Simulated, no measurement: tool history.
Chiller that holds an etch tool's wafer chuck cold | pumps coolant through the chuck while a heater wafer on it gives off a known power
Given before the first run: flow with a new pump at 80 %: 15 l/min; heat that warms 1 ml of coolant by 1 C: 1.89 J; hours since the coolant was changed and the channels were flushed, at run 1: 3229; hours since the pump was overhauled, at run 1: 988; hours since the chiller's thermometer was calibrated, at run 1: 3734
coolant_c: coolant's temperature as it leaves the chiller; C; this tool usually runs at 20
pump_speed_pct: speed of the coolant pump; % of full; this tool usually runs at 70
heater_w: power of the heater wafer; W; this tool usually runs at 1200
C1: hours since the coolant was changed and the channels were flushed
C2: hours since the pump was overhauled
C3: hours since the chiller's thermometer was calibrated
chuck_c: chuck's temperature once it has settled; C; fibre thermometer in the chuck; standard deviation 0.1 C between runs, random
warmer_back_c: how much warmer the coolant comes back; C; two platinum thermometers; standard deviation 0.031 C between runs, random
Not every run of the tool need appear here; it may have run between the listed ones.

Run 1, hour 0: usual settings; C1 3229; C2 988; C3 3734. Result: chuck_c 29.6 C, warmer_back_c 2.99 C.
Run 2, hour 18.6: usual settings; C1 3248; C2 1007; C3 3753. Result: chuck_c 29.8 C, warmer_back_c 3.02 C.
Run 3, hour 36.5: usual settings; C1 3266; C2 1024; C3 3771. Result: chuck_c 29.7 C, warmer_back_c 3.01 C.
Run 4, hour 65.6: usual settings; C1 3295; C2 1054; C3 3800. Result: chuck_c 29.8 C, warmer_back_c 3.03 C.
Run 5, hour 94.1: usual settings; C1 3323; C2 1082; C3 3828. Result: chuck_c 29.9 C, warmer_back_c 3.09 C.
Run 6, hour 115.6: usual settings; C1 3345; C2 1103; C3 3850. Result: chuck_c 29.8 C, warmer_back_c 3.02 C.
Run 7, hour 130.8: usual settings but coolant_c 15 C; C1 3360; C2 1119; C3 3865. Result: chuck_c 24.9 C, warmer_back_c 3.04 C.
Run 8, hour 158.7: usual settings but coolant_c 15 C, heater_w 687 W; C1 3388; C2 1147; C3 3893. Result: chuck_c 20.8 C, warmer_back_c 1.71 C.
Run 9, hour 181.4: usual settings but coolant_c 15 C, heater_w 687 W; C1 3411; C2 1169; C3 3916. Result: chuck_c 20.8 C, warmer_back_c 1.7 C.
Run 10, hour 217.1: usual settings but coolant_c 14 C; C1 3446; C2 1205; C3 3951. Result: chuck_c 23.8 C, warmer_back_c 3.02 C.
Run 11, hour 247.3: usual settings but pump_speed_pct 91 % of full; C1 3477; C2 1235; C3 3982. Result: chuck_c 28.3 C, warmer_back_c 2.3 C.
Run 12, hour 278.5: usual settings but pump_speed_pct 91 % of full; C1 3508; C2 1266; C3 4013. Result: chuck_c 28.2 C, warmer_back_c 2.26 C.
Run 13, hour 312.7: usual settings but pump_speed_pct 91 % of full; C1 3542; C2 1301; C3 4047. Result: chuck_c 28.3 C, warmer_back_c 2.3 C.
Run 14, hour 334: usual settings but heater_w 1672 W; C1 3563; C2 1322; C3 4068. Result: chuck_c 33.7 C, warmer_back_c 4.21 C.
Run 15, hour 357: usual settings but heater_w 1672 W; C1 3586; C2 1345; C3 4091. Result: chuck_c 33.9 C, warmer_back_c 4.21 C.
Run 16, hour 373.2: usual settings; C1 3603; C2 1361; C3 4108. Result: chuck_c 29.9 C, warmer_back_c 3.05 C.
Run 17, hour 404.3: usual settings but coolant_c 10 C; C1 3634; C2 1392; C3 4139. Result: chuck_c 19.8 C, warmer_back_c 3.05 C.
Run 18, hour 440.6: usual settings but coolant_c 10 C; C1 3670; C2 1429; C3 4175. Result: chuck_c 20.2 C, warmer_back_c 3.06 C.
Run 19, hour 471.2: usual settings but coolant_c 24 C, pump_speed_pct 82 % of full, heater_w 1337 W; C1 3701; C2 1459; C3 4206. Result: chuck_c 34 C, warmer_back_c 2.84 C.
Run 20, hour 486.3: usual settings but coolant_c 24 C, pump_speed_pct 82 % of full, heater_w 1337 W; C1 3716; C2 1474; C3 4221. Result: chuck_c 34 C, warmer_back_c 2.91 C.
Run 21, hour 504.8: usual settings but coolant_c 26 C, pump_speed_pct 81 % of full, heater_w 632 W; C1 3734; C2 1493; C3 4239. Result: chuck_c 30.8 C, warmer_back_c 1.36 C.
Run 22, hour 519.9: usual settings but coolant_c 12 C, pump_speed_pct 96 % of full, heater_w 632 W; C1 3749; C2 1508; C3 4254. Result: chuck_c 16.6 C, warmer_back_c 1.17 C.
Run 23, hour 539.6: usual settings but coolant_c 26 C, pump_speed_pct 63 % of full, heater_w 896 W; C1 3769; C2 1528; C3 4274. Result: chuck_c 34.1 C, warmer_back_c 2.49 C.
At hour 543.6: chiller's thermometer calibrated.
Run 24, hour 568.9: usual settings but coolant_c 26 C, pump_speed_pct 63 % of full, heater_w 896 W; C1 3797; C2 1556; C3 25. Result: chuck_c 34.7 C, warmer_back_c 2.53 C.
Run 25, hour 595.3: usual settings but pump_speed_pct 94 % of full; C1 3824; C2 1582; C3 52. Result: chuck_c 28.6 C, warmer_back_c 2.29 C.
Run 26, hour 618.4: usual settings but pump_speed_pct 94 % of full; C1 3847; C2 1605; C3 75. Result: chuck_c 28.5 C, warmer_back_c 2.27 C.
Run 27, hour 638.1: usual settings but pump_speed_pct 94 % of full; C1 3866; C2 1625; C3 95. Result: chuck_c 28.3 C, warmer_back_c 2.25 C.
At hour 668.7: chiller's thermometer calibrated, once more.
Run 28, hour 670.8: usual settings but coolant_c 10 C, pump_speed_pct 73 % of full, heater_w 1537 W; C1 3898; C2 1657; C3 2. Result: chuck_c 22.1 C, warmer_back_c 3.71 C.
Run 29, hour 692.2: usual settings but coolant_c 18 C, pump_speed_pct 73 % of full, heater_w 1540 W; C1 3920; C2 1678; C3 23. Result: chuck_c 30.3 C, warmer_back_c 3.75 C.
Run 30, hour 707.6: usual settings but coolant_c 19 C, pump_speed_pct 73 % of full, heater_w 613 W; C1 3935; C2 1694; C3 39. Result: chuck_c 23.8 C, warmer_back_c 1.47 C.
Run 31, hour 738.2: usual settings but coolant_c 25 C, pump_speed_pct 86 % of full, heater_w 1369 W; C1 3966; C2 1724; C3 70. Result: chuck_c 34.7 C, warmer_back_c 2.79 C.
Run 32, hour 769: usual settings but coolant_c 25 C, pump_speed_pct 86 % of full, heater_w 1369 W; C1 3996; C2 1755; C3 100. Result: chuck_c 34.7 C, warmer_back_c 2.84 C.
Run 33, hour 784.7: usual settings but coolant_c 23 C, pump_speed_pct 61 % of full, heater_w 1188 W; C1 4012; C2 1771; C3 116. Result: chuck_c 33.7 C, warmer_back_c 3.48 C.

Below are 3 alternative next runs, each starting from the tool's condition after run 33. Predict each:
Run A, hour 814.2: usual settings but pump_speed_pct 69 % of full, heater_w 1734 W; C1 4042; C2 1800; C3 146. Result: chuck_c ?, warmer_back_c ?.
Run B, hour 814.2: usual settings but coolant_c 16 C; C1 4042; C2 1800; C3 146. Result: chuck_c ?, warmer_back_c ?.
Run C, hour 814.2: usual settings but coolant_c 14 C, pump_speed_pct 91 % of full, heater_w 864 W; C1 4042; C2 1800; C3 146. Result: chuck_c ?, warmer_back_c ?.

run  chuck_c  warmer_back_c
  A     34.3           4.41
  B     25.8           3.04
  C     19.9           1.72
With no hidden state in the tool, these same runs would have given:
run  chuck_c  warmer_back_c
  A     32.3           4.22
  B     24.4           2.91
  C     19.1           1.65
